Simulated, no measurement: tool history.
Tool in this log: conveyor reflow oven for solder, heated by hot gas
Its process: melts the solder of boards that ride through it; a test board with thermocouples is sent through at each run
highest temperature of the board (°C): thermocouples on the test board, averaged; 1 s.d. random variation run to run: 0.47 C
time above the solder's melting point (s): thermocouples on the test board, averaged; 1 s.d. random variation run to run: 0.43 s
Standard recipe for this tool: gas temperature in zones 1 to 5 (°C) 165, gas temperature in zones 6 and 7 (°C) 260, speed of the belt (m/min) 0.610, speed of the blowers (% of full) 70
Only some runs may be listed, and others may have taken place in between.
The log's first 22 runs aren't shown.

run	day	gas temperature in zones 1 to 5 (°C)	gas temperature in zones 6 and 7 (°C)	speed of the belt (m/min)	speed of the blowers (% of full)	highest temperature of the board (°C)	time above the solder's melting point (s)
23	39.442	166	261	0.729	70	238.7	32.8
# day 40.021: thermocouples of zones 6 and 7 changed
24	40.796	153	259	0.528	74	248.3	53.7
# day 42.933: flux residue cleaned out of gas plates and filters
25	42.933	162	259	0.528	74	250.2	57.8
26	45.162	162	259	0.528	74	251.1	57.7
27	46.896	178	250	0.528	74	242.6	59.0
28	48.442	165	268	0.610	67	253.6	50.8
29	49.488	153	260	0.575	85	249.1	49.9
30	51.783	165	260	0.575	85	250.8	54.3

Predict each of these 3 candidate next runs independently; none follows another, all start after run 30:
A	53.000	165	260	0.606	54	?	?
B	53.000	165	251	0.576	63	?	?
C	53.000	165	257	0.626	66	?	?

run	highest temperature of the board (°C)	time above the solder's melting point (s)
A	241.8	42.3
B	239.0	42.6
C	242.1	42.1
With the hidden condition removed and each run's random variation left untouched, the same runs would have given:
run	highest temperature of the board (°C)	time above the solder's melting point (s)
A	241.7	41.1
B	239.1	41.6
C	242.1	41.1
